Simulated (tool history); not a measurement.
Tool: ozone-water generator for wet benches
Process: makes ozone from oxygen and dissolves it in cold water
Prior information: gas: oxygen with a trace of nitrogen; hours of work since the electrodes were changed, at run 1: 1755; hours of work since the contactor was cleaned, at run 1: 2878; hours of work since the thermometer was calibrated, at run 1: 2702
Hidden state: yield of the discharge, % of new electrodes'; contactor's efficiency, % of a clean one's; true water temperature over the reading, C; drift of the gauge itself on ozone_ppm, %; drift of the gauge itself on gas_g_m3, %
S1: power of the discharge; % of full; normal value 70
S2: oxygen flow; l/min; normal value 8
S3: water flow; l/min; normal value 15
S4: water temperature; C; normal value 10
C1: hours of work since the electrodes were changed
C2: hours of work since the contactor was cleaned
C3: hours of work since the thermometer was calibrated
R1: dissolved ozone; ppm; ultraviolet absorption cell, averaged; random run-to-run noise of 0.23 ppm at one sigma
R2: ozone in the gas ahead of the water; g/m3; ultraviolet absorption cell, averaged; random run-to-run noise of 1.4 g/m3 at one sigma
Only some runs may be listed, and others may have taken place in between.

run	hour	S1	S2	S3	S4	C1	C2	C3	R1	R2
1	0	70	8	15	10	1755	2878	2702	34.6	252.3
2	169.7	70	11.78	15	10	1861	2983	2808	33.6	214.4
3	306.3	73	8	15	10	1946	3068	2893	35.8	259.8
4	490.1	70	8	20	10	2060	3183	3007	28.5	251.5
5	594	70	8	15	10	2125	3248	3072	34.5	253.5
6	693.7	70	8	15	10	2187	3310	3134	35.1	253.4
7	876.7	70	8	15	10	2301	3424	3248	34.5	253.3
8	1066.7	70	8	15	10	2420	3542	3367	34.5	251.5
9	1242.4	70	8	15	10	2529	3651	3476	34.7	254.7
10	1356.1	70	8	15	10	2600	3722	3547	35	251
11	1570.6	70	8	15	10	2733	3856	3680	34.5	254.1
12	1674.7	70	8	15	10	2798	3921	3745	34.6	251.3
13	1883.7	70	8	15	10	2928	4051	3875	34.4	254.9
14	2062.1	70	8	15	5	3040	4162	3987	37.8	251
15	2197.1	70	8	15	10	3124	4246	4071	34.9	251.5
16	2380.3	70	8	15	10	3238	4360	4185	34.4	251.3
17	2499.5	70	8	15	10	3312	4434	4259	34.3	251.9
18	2663.9	70	8	15	10	3414	4537	4361	34.8	253
19	2751.9	70	7.46	13	7	3469	4592	4416	40	258.9
20	2849.9	89	4.46	15	17	3530	4653	4477	36.1	395.9
# hour 2909.2: contactor cleaned
21	3038.4	89	8	15	11	3645	80	4592	42	309.8
22	3193	70	8	14	10	3741	177	4688	36.3	252.5
# hour 3311.1: water thermometer calibrated
23	3322	97	8	15	10	3821	257	7	46	334.3
24	3490.8	70	8	15	9	3927	362	112	35	251.4
25	3676.5	70	13.79	15	15	4042	478	228	30	201.4
26	3835.5	70	13.69	17	15	4141	577	327	28.3	200.2
27	4044.7	61	13.69	18	15	4272	707	457	24.8	180.9
28	4148.5	70	8	15	9	4336	772	522	35.2	254.3
29	4275.8	59	5.32	18	9	4416	851	601	26	259.2
30	4368.3	56	8	22	10	4473	908	658	22.3	209.2
31	4495.4	56	8	22	10	4552	988	738	22.3	209.6
32	4648.9	70	12.83	11	10	4648	1083	833	39.3	206.7
33	4802.1	45	4.93	11	10	4743	1179	929	28.4	212.8

Hidden condition of the tool, last listed run before each entry between runs versus first listed run after:
Logged between run 20 and run 21: contactor cleaned (hour 2909.2)
  contactor's efficiency, % of a clean one's: 99.9 -> 100
Logged between run 22 and run 23: water thermometer calibrated (hour 3311.1)
  nothing in the hidden state changes from one run to the other

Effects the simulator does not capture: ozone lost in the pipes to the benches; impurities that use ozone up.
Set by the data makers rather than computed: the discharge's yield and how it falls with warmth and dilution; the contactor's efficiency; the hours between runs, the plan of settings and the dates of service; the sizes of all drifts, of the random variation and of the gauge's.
